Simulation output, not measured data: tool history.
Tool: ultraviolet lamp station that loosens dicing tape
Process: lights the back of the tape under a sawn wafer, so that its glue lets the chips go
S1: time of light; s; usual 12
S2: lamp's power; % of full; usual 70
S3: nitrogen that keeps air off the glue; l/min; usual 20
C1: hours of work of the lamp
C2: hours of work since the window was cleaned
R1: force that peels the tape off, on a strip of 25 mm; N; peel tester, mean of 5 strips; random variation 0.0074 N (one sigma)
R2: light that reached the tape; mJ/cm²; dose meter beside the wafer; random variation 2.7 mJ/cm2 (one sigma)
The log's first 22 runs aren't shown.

run	hour	S1	S2	S3	C1	C2	R1	R2
23	269.2	12	100	27	351	9	0.153	430
24	285.9	8	100	21	359	17	0.496	282
25	293.5	7	100	7	363	21	1.359	245
26	309.8	14	64	20	371	29	0.404	318
27	317.5	14	64	20	375	33	0.404	312
28	332.3	14	64	20	382	40	0.429	314
29	345.1	14	64	20	389	47	0.431	312
30	355.7	10	70	6	394	52	1.593	241

Forecast run 31:
31	365.2	10	70	6	399	57	?	?

R1: 1.510 N
R2: 238 mJ/cm²
Without the tool's hidden state the same run would have given R1 0.957 N, R2 305 mJ/cm².
